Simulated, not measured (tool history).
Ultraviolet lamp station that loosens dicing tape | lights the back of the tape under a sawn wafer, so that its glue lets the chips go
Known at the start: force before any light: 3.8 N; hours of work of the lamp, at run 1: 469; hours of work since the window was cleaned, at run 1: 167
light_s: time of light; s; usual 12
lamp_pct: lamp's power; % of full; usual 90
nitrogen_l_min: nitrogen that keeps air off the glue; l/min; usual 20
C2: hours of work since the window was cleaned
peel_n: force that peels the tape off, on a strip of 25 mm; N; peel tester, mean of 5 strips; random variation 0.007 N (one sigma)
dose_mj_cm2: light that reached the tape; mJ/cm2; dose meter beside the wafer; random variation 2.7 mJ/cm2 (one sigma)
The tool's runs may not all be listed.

run 1 hour=0 | light_s=12 lamp_pct=90 nitrogen_l_min=20 | hours_of_work_of_the_lamp=469 C2=167 | peel_n=0.237 dose_mj_cm2=359
run 2 hour=25.1 | light_s=7 lamp_pct=90 nitrogen_l_min=20 | hours_of_work_of_the_lamp=482 C2=181 | peel_n=0.634 dose_mj_cm2=208
run 3 hour=68 | light_s=15 lamp_pct=90 nitrogen_l_min=20 | hours_of_work_of_the_lamp=505 C2=203 | peel_n=0.177 dose_mj_cm2=454
run 4 hour=113.8 | light_s=12 lamp_pct=80 nitrogen_l_min=20 | hours_of_work_of_the_lamp=529 C2=228 | peel_n=0.298 dose_mj_cm2=322
run 5 hour=139.2 | light_s=12 lamp_pct=80 nitrogen_l_min=20 | hours_of_work_of_the_lamp=543 C2=241 | peel_n=0.309 dose_mj_cm2=324
run 6 hour=198.2 | light_s=12 lamp_pct=90 nitrogen_l_min=11 | hours_of_work_of_the_lamp=574 C2=272 | peel_n=0.303 dose_mj_cm2=363
run 7 hour=226.5 | light_s=12 lamp_pct=90 nitrogen_l_min=11 | hours_of_work_of_the_lamp=589 C2=287 | peel_n=0.298 dose_mj_cm2=358
run 8 hour=274.9 | light_s=12 lamp_pct=90 nitrogen_l_min=11 | hours_of_work_of_the_lamp=614 C2=313 | peel_n=0.293 dose_mj_cm2=360
run 9 hour=319.7 | light_s=12 lamp_pct=90 nitrogen_l_min=11 | hours_of_work_of_the_lamp=638 C2=337 | peel_n=0.306 dose_mj_cm2=360
run 10 hour=379.7 | light_s=12 lamp_pct=90 nitrogen_l_min=11 | hours_of_work_of_the_lamp=670 C2=368 | peel_n=0.298 dose_mj_cm2=362
run 11 hour=413.1 | light_s=12 lamp_pct=90 nitrogen_l_min=11 | hours_of_work_of_the_lamp=688 C2=386 | peel_n=0.303 dose_mj_cm2=361
run 12 hour=467.5 | light_s=12 lamp_pct=90 nitrogen_l_min=11 | hours_of_work_of_the_lamp=716 C2=415 | peel_n=0.307 dose_mj_cm2=364
run 13 hour=496.7 | light_s=12 lamp_pct=90 nitrogen_l_min=11 | hours_of_work_of_the_lamp=732 C2=430 | peel_n=0.316 dose_mj_cm2=360
run 14 hour=553.6 | light_s=12 lamp_pct=90 nitrogen_l_min=11 | hours_of_work_of_the_lamp=762 C2=461 | peel_n=0.317 dose_mj_cm2=360
run 15 hour=592.1 | light_s=12 lamp_pct=90 nitrogen_l_min=11 | hours_of_work_of_the_lamp=782 C2=481 | peel_n=0.298 dose_mj_cm2=360
run 16 hour=633 | light_s=6 lamp_pct=90 nitrogen_l_min=11 | hours_of_work_of_the_lamp=804 C2=503 | peel_n=0.939 dose_mj_cm2=183
run 17 hour=683.5 | light_s=6 lamp_pct=90 nitrogen_l_min=11 | hours_of_work_of_the_lamp=831 C2=529 | peel_n=0.973 dose_mj_cm2=181
run 18 hour=711.6 | light_s=6 lamp_pct=90 nitrogen_l_min=17 | hours_of_work_of_the_lamp=846 C2=544 | peel_n=0.845 dose_mj_cm2=181
-- hour=723.8 window cleaned of glue's vapour
run 19 hour=765.1 | light_s=6 lamp_pct=90 nitrogen_l_min=17 | hours_of_work_of_the_lamp=874 C2=22 | peel_n=0.82 dose_mj_cm2=183
run 20 hour=808.4 | light_s=18 lamp_pct=90 nitrogen_l_min=20 | hours_of_work_of_the_lamp=897 C2=45 | peel_n=0.144 dose_mj_cm2=545
run 21 hour=839.2 | light_s=18 lamp_pct=90 nitrogen_l_min=20 | hours_of_work_of_the_lamp=913 C2=61 | peel_n=0.14 dose_mj_cm2=540
run 22 hour=880.1 | light_s=18 lamp_pct=90 nitrogen_l_min=20 | hours_of_work_of_the_lamp=935 C2=83 | peel_n=0.132 dose_mj_cm2=544
run 23 hour=931.9 | light_s=10 lamp_pct=70 nitrogen_l_min=20 | hours_of_work_of_the_lamp=962 C2=110 | peel_n=0.539 dose_mj_cm2=237
run 24 hour=992.1 | light_s=7 lamp_pct=70 nitrogen_l_min=10 | hours_of_work_of_the_lamp=994 C2=142 | peel_n=1.077 dose_mj_cm2=164
run 25 hour=1020.1 | light_s=7 lamp_pct=70 nitrogen_l_min=10 | hours_of_work_of_the_lamp=1009 C2=157 | peel_n=1.082 dose_mj_cm2=164
run 26 hour=1050.2 | light_s=7 lamp_pct=70 nitrogen_l_min=11 | hours_of_work_of_the_lamp=1025 C2=173 | peel_n=1.074 dose_mj_cm2=162
run 27 hour=1097.3 | light_s=7 lamp_pct=70 nitrogen_l_min=11 | hours_of_work_of_the_lamp=1050 C2=198 | peel_n=1.054 dose_mj_cm2=168
run 28 hour=1157 | light_s=8 lamp_pct=65 nitrogen_l_min=36 | hours_of_work_of_the_lamp=1081 C2=229 | peel_n=0.759 dose_mj_cm2=170
run 29 hour=1206.8 | light_s=8 lamp_pct=65 nitrogen_l_min=36 | hours_of_work_of_the_lamp=1108 C2=256 | peel_n=0.779 dose_mj_cm2=179
run 30 hour=1259 | light_s=14 lamp_pct=94 nitrogen_l_min=9 | hours_of_work_of_the_lamp=1135 C2=283 | peel_n=0.237 dose_mj_cm2=440
run 31 hour=1300.9 | light_s=12 lamp_pct=70 nitrogen_l_min=14 | hours_of_work_of_the_lamp=1157 C2=306 | peel_n=0.44 dose_mj_cm2=284
run 32 hour=1335.9 | light_s=9 lamp_pct=70 nitrogen_l_min=32 | hours_of_work_of_the_lamp=1176 C2=324 | peel_n=0.57 dose_mj_cm2=207
run 33 hour=1378.7 | light_s=7 lamp_pct=80 nitrogen_l_min=27 | hours_of_work_of_the_lamp=1199 C2=347 | peel_n=0.715 dose_mj_cm2=185
run 34 hour=1409.6 | light_s=7 lamp_pct=68 nitrogen_l_min=8 | hours_of_work_of_the_lamp=1215 C2=363 | peel_n=1.226 dose_mj_cm2=162
run 35 hour=1447.9 | light_s=7 lamp_pct=68 nitrogen_l_min=8 | hours_of_work_of_the_lamp=1235 C2=383 | peel_n=1.183 dose_mj_cm2=158
run 36 hour=1495.5 | light_s=7 lamp_pct=68 nitrogen_l_min=8 | hours_of_work_of_the_lamp=1260 C2=409 | peel_n=1.174 dose_mj_cm2=159
run 37 hour=1536.1 | light_s=11 lamp_pct=68 nitrogen_l_min=30 | hours_of_work_of_the_lamp=1282 C2=430 | peel_n=0.429 dose_mj_cm2=253
run 38 hour=1586.3 | light_s=7 lamp_pct=71 nitrogen_l_min=8 | hours_of_work_of_the_lamp=1308 C2=457 | peel_n=1.121 dose_mj_cm2=164
run 39 hour=1642.6 | light_s=7 lamp_pct=100 nitrogen_l_min=7 | hours_of_work_of_the_lamp=1338 C2=486 | peel_n=0.751 dose_mj_cm2=234
run 40 hour=1676.4 | light_s=8 lamp_pct=70 nitrogen_l_min=8 | hours_of_work_of_the_lamp=1356 C2=504 | peel_n=0.999 dose_mj_cm2=188
run 41 hour=1711.1 | light_s=12 lamp_pct=94 nitrogen_l_min=20 | hours_of_work_of_the_lamp=1375 C2=523 | peel_n=0.233 dose_mj_cm2=374
run 42 hour=1743.7 | light_s=12 lamp_pct=94 nitrogen_l_min=20 | hours_of_work_of_the_lamp=1392 C2=540 | peel_n=0.222 dose_mj_cm2=379
-- hour=1764.6 window cleaned of glue's vapour
run 43 hour=1773.8 | light_s=13 lamp_pct=91 nitrogen_l_min=6 | hours_of_work_of_the_lamp=1407 C2=5 | peel_n=0.341 dose_mj_cm2=392

3 ways to go on from here, each from the tool as it stands after run 43. What would each give?
run A hour=1800 | light_s=17 lamp_pct=87 nitrogen_l_min=12 | hours_of_work_of_the_lamp=1421 C2=19 | peel_n=? dose_mj_cm2=?
run B hour=1800 | light_s=10 lamp_pct=90 nitrogen_l_min=10 | hours_of_work_of_the_lamp=1421 C2=19 | peel_n=? dose_mj_cm2=?
run C hour=1800 | light_s=12 lamp_pct=80 nitrogen_l_min=20 | hours_of_work_of_the_lamp=1421 C2=19 | peel_n=? dose_mj_cm2=?

run=A peel_n=0.167 dose_mj_cm2=496
run=B peel_n=0.435 dose_mj_cm2=301
run=C peel_n=0.292 dose_mj_cm2=326
Without the tool's hidden state the same runs would have given:
run=A peel_n=0.167 dose_mj_cm2=497
run=B peel_n=0.433 dose_mj_cm2=302
run=C peel_n=0.29 dose_mj_cm2=326
